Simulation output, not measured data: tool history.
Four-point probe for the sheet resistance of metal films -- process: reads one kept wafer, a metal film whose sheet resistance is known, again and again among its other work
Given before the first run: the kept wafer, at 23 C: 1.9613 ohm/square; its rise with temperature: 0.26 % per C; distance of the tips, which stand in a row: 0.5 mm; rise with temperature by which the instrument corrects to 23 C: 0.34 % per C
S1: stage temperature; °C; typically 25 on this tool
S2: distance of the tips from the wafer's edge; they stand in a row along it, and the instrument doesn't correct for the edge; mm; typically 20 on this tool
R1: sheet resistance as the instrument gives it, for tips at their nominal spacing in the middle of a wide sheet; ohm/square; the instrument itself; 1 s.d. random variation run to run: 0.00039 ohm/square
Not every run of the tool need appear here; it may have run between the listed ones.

run,hour,S1,S2,R1
1,0,25,20,1.958288
2,23.4,25,20,1.958722
3,45.8,25,20,1.958715
4,64.9,32,20,1.947661
5,87.9,32,20,1.948577
6,112.2,32,20,1.948011
7,133.2,31,20,1.949697
8,162,25,20,1.95899
9,183.6,25,9,1.960918
10,213.1,22,11,1.96487
11,238.2,29,24,1.953094
12,264.9,29,24,1.951456
13,279.4,29,24,1.952774
14,299.5,29,24,1.952343

For run 15, what comes out?
15,320.7,29,24,?

{"run 15": {"R1": 1.951692}}
With the hidden condition absent and the run-to-run variation left alone, this run would have shown R1 1.951619 ohm/square.
